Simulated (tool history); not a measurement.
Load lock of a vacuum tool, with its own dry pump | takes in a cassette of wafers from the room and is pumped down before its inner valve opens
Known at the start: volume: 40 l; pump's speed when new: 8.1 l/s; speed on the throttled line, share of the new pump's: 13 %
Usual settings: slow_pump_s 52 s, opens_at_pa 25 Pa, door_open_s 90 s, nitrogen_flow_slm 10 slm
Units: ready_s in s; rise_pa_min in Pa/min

run,day,slow_pump_s,opens_at_pa,door_open_s,nitrogen_flow_slm,"incoming humidity of the room's air, %",ready_s,rise_pa_min
1,0,52,25,90,10,41.9,89.9,0.372
2,5.817,52,25,90,10,43.8,90.8,0.379
3,15.225,52,25,90,10,44.1,89.4,0.389
4,22.938,52,25,90,10,46.7,90,0.387
5,33.742,52,25,90,10,45.9,90.6,0.413
6,38.8,52,25,90,10,44.6,90.6,0.428
7,43.712,52,25,90,10,40.9,92.1,0.418
8,51.946,52,25,90,10,42.6,90.4,0.423
9,58.362,52,25,40,10,44.4,90.7,0.418
10,68.908,52,25,40,10,45.2,90.8,0.438
11,77.888,52,31,90,10,45.7,89.9,0.468
12,82.9,52,31,90,10,46.4,89.5,0.472
13,88.875,52,25,90,24,46.7,89.9,0.471
14,97.025,52,25,90,10,42.3,91.4,0.491
15,103.492,52,25,90,10,44.4,90.2,0.499
16,111.717,52,25,90,10,45.3,91.6,0.52
17,121.021,52,25,90,10,44.4,91.1,0.529
18,131.092,52,25,90,10,46.5,91.4,0.545
19,140.312,52,35,33,4,43.4,89.7,0.523
20,145.821,52,35,33,4,41.7,90.9,0.536
21,153.167,55,25,35,10,45.6,95.3,0.549
# day 154.767: door's seal changed, seat wiped
22,161.233,55,25,35,10,45.4,93.8,0.037
23,168.608,55,25,45,19,47.6,94.2,0.041
24,176.571,52,25,90,5,45.9,91.4,0.073
25,186.733,52,25,193,22,44.4,92.1,0.083
26,195.471,55,18,56,21,48.7,97,0.056
27,205.996,85,36,90,10,47.3,117.4,0.084
28,215.1,52,25,90,10,45.5,93,0.079
29,221.329,54,21,90,10,45.6,95.6,0.088
30,232.292,54,21,151,10,47.3,95.1,0.112
31,241.975,44,25,28,6,42.8,86.1,0.061
32,246.642,58,42,35,10,46.4,95.3,0.066
33,252.242,52,25,28,10,43.8,93.6,0.057

4 ways to go on from here, each from the tool as it stands after run 33. What would each give?
A,261.754,52,26,90,34,44.1,?,?
B,261.754,71,19,90,6,42.2,?,?
C,261.754,52,25,90,21,45.4,?,?
D,261.754,52,20,84,18,42.9,?,?

run,ready_s,rise_pa_min
A,93.4,0.072
B,112.2,0.097
C,93.6,0.088
D,95.4,0.091
Without the tool's hidden state the same runs would have given:
run,ready_s,rise_pa_min
A,86,0.037
B,105,0.061
C,86.3,0.053
D,87.8,0.056
